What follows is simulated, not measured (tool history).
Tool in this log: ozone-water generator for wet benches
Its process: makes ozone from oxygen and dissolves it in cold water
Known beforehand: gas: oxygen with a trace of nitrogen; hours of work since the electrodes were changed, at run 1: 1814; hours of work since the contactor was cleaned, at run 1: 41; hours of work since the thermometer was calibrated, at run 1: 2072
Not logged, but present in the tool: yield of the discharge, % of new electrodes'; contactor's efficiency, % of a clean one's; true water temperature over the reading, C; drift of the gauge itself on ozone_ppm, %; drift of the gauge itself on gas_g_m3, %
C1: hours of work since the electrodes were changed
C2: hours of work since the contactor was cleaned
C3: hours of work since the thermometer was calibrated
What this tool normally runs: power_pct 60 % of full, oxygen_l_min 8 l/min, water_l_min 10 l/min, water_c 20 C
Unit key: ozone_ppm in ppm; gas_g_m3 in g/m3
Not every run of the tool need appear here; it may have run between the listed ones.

run 1 hour=0 | power_pct=60 oxygen_l_min=8 water_l_min=10 water_c=20 | C1=1814 C2=41 C3=2072 | ozone_ppm=27.7 gas_g_m3=163.6
run 2 hour=73.2 | power_pct=60 oxygen_l_min=8 water_l_min=10 water_c=20 | C1=1859 C2=86 C3=2118 | ozone_ppm=27.1 gas_g_m3=161.9
run 3 hour=210.3 | power_pct=60 oxygen_l_min=8 water_l_min=10 water_c=20 | C1=1943 C2=170 C3=2202 | ozone_ppm=26.8 gas_g_m3=161.1
run 4 hour=282.5 | power_pct=60 oxygen_l_min=8 water_l_min=10 water_c=20 | C1=1988 C2=215 C3=2246 | ozone_ppm=27.6 gas_g_m3=163.1
run 5 hour=406.6 | power_pct=60 oxygen_l_min=8 water_l_min=10 water_c=12 | C1=2064 C2=291 C3=2323 | ozone_ppm=32.4 gas_g_m3=162.2
run 6 hour=506.1 | power_pct=60 oxygen_l_min=8 water_l_min=10 water_c=12 | C1=2125 C2=352 C3=2384 | ozone_ppm=32.9 gas_g_m3=162.5
run 7 hour=589.8 | power_pct=60 oxygen_l_min=8.95 water_l_min=12 water_c=20 | C1=2177 C2=404 C3=2436 | ozone_ppm=23.9 gas_g_m3=153.2
run 8 hour=663.2 | power_pct=60 oxygen_l_min=8 water_l_min=8 water_c=20 | C1=2222 C2=449 C3=2481 | ozone_ppm=30.4 gas_g_m3=162.4
run 9 hour=736.6 | power_pct=60 oxygen_l_min=4.84 water_l_min=13 water_c=13 | C1=2267 C2=494 C3=2526 | ozone_ppm=27.9 gas_g_m3=207.5
run 10 hour=819.7 | power_pct=60 oxygen_l_min=4.84 water_l_min=13 water_c=13 | C1=2318 C2=545 C3=2577 | ozone_ppm=27.7 gas_g_m3=208.1
run 11 hour=917.3 | power_pct=60 oxygen_l_min=4.84 water_l_min=15 water_c=25 | C1=2378 C2=606 C3=2637 | ozone_ppm=20.6 gas_g_m3=209.2
run 12 hour=999 | power_pct=81 oxygen_l_min=4.9 water_l_min=15 water_c=25 | C1=2429 C2=656 C3=2687 | ozone_ppm=26.2 gas_g_m3=265.4

Consider 4 possible next runs. They are alternatives, not a sequence: every one starts from the tool as it was left by run 12. What does each give?
run A hour=1092.9 | power_pct=49 oxygen_l_min=8 water_l_min=10 water_c=20 | C1=2486 C2=714 C3=2745 | ozone_ppm=? gas_g_m3=?
run B hour=1092.9 | power_pct=81 oxygen_l_min=4.97 water_l_min=6 water_c=17 | C1=2486 C2=714 C3=2745 | ozone_ppm=? gas_g_m3=?
run C hour=1092.9 | power_pct=83 oxygen_l_min=4.9 water_l_min=7 water_c=15 | C1=2486 C2=714 C3=2745 | ozone_ppm=? gas_g_m3=?
run D hour=1092.9 | power_pct=60 oxygen_l_min=8 water_l_min=8 water_c=20 | C1=2486 C2=714 C3=2745 | ozone_ppm=? gas_g_m3=?

run=A ozone_ppm=22.7 gas_g_m3=138.2
run=B ozone_ppm=53.8 gas_g_m3=263.9
run=C ozone_ppm=53.2 gas_g_m3=274.3
run=D ozone_ppm=30.1 gas_g_m3=161.1
Without the tool's hidden state the same runs would have given:
run=A ozone_ppm=22.7 gas_g_m3=138.3
run=B ozone_ppm=53.9 gas_g_m3=264
run=C ozone_ppm=53.2 gas_g_m3=274.4
run=D ozone_ppm=30.1 gas_g_m3=161.2
